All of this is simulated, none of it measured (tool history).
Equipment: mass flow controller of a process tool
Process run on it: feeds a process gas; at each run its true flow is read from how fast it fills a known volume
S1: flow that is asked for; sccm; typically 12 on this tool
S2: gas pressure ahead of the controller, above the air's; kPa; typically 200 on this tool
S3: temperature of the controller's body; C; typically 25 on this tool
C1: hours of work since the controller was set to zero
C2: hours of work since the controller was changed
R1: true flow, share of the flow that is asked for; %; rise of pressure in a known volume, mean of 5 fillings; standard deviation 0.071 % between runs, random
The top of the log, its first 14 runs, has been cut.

Run 15, hour 3058.2: usual settings but S1 5 sccm, S2 161 kPa; C1 5663; C2 5663. Result: R1 99.03 %.
Run 16, hour 3309.3: usual settings; C1 5762; C2 5762. Result: R1 99.54 %.
Run 17, hour 3547.7: usual settings; C1 5856; C2 5856. Result: R1 99.39 %.
Run 18, hour 3738.5: usual settings but S3 22 C; C1 5931; C2 5931. Result: R1 99.56 %.
Run 19, hour 3918.3: usual settings; C1 6002; C2 6002. Result: R1 99.49 %.
Run 20, hour 4051.9: usual settings but S2 239 kPa; C1 6054; C2 6054. Result: R1 99.25 %.
Run 21, hour 4319.3: usual settings but S2 239 kPa, S3 33 C; C1 6160; C2 6160. Result: R1 98.99 %.
Run 22, hour 4583.4: usual settings but S2 156 kPa, S3 33 C; C1 6264; C2 6264. Result: R1 99.03 %.

For run 23, what comes out?
Run 23, hour 4752.1: usual settings but S1 3 sccm, S2 262 kPa, S3 20 C; C1 6330; C2 6330. Result: R1 ?.

Run 23 gave R1 98.89 %.
If the tool had no hidden condition, the same run with the same run-to-run variation would have returned R1 98.89 %.
